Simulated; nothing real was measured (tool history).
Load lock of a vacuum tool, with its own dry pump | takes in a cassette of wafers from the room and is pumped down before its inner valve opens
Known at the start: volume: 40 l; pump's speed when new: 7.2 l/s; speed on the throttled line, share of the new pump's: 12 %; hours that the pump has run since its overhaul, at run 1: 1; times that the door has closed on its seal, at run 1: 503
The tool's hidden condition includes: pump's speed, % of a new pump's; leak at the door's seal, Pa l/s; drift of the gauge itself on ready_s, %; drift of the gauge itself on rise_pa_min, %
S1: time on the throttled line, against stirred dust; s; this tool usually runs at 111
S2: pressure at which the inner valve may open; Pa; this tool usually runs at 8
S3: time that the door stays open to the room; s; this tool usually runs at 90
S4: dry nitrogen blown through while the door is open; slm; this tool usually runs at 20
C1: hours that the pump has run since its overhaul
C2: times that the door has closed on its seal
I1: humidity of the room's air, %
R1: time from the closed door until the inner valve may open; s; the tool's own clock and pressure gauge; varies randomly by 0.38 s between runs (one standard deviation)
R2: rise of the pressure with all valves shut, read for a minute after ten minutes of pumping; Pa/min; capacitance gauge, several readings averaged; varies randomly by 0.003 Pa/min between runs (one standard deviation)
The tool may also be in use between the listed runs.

Run 1, hour 0: usual settings; C1 1; C2 503; I1 42.8. Result: R1 150.7 s, R2 0.03 Pa/min.
Run 2, hour 59.4: usual settings; C1 60; C2 605; I1 46.9. Result: R1 150.4 s, R2 0.034 Pa/min.
Run 3, hour 161.1: usual settings; C1 162; C2 781; I1 45. Result: R1 151.3 s, R2 0.029 Pa/min.
Run 4, hour 238.2: usual settings; C1 239; C2 914; I1 44.8. Result: R1 150.1 s, R2 0.031 Pa/min.
Run 5, hour 345.8: usual settings; C1 347; C2 1100; I1 49.8. Result: R1 151.5 s, R2 0.029 Pa/min.
Run 6, hour 468.1: usual settings; C1 469; C2 1311; I1 45.2. Result: R1 150.9 s, R2 0.033 Pa/min.
Run 7, hour 569.7: usual settings; C1 570; C2 1486; I1 42.6. Result: R1 150.7 s, R2 0.028 Pa/min.
Run 8, hour 661.3: usual settings; C1 662; C2 1644; I1 45.1. Result: R1 150.6 s, R2 0.031 Pa/min.
Run 9, hour 731.2: usual settings; C1 732; C2 1765; I1 46. Result: R1 150.3 s, R2 0.032 Pa/min.
Run 10, hour 854.6: usual settings; C1 855; C2 1978; I1 46.4. Result: R1 150.8 s, R2 0.04 Pa/min.
Run 11, hour 950.2: usual settings; C1 951; C2 2143; I1 46.8. Result: R1 151.2 s, R2 0.027 Pa/min.
Run 12, hour 1044: usual settings; C1 1045; C2 2305; I1 46.1. Result: R1 151.1 s, R2 0.035 Pa/min.
Run 13, hour 1103.5: usual settings; C1 1104; C2 2407; I1 44.6. Result: R1 151.1 s, R2 0.034 Pa/min.
Run 14, hour 1225.5: usual settings; C1 1226; C2 2618; I1 46.4. Result: R1 151.1 s, R2 0.031 Pa/min.
Run 15, hour 1308.8: usual settings; C1 1310; C2 2762; I1 43.4. Result: R1 151.1 s, R2 0.033 Pa/min.
Run 16, hour 1404.2: usual settings but S2 12 Pa, S3 29 s; C1 1405; C2 2926; I1 48.2. Result: R1 149.1 s, R2 0.016 Pa/min.
Run 17, hour 1455.6: usual settings but S1 101 s, S2 16 Pa, S3 53 s; C1 1456; C2 3015; I1 44.9. Result: R1 138.3 s, R2 0.029 Pa/min.

For run 18, what comes out?
Run 18, hour 1523.7: usual settings but S1 101 s, S2 16 Pa, S3 53 s; C1 1525; C2 3133; I1 45.2. Result: R1 ?, R2 ?.

{"run 18": {"R1": 138, "R2": 0.021}}
Had the tool carried no hidden state, the very same run would have given R1 138 s, R2 0.018 Pa/min.
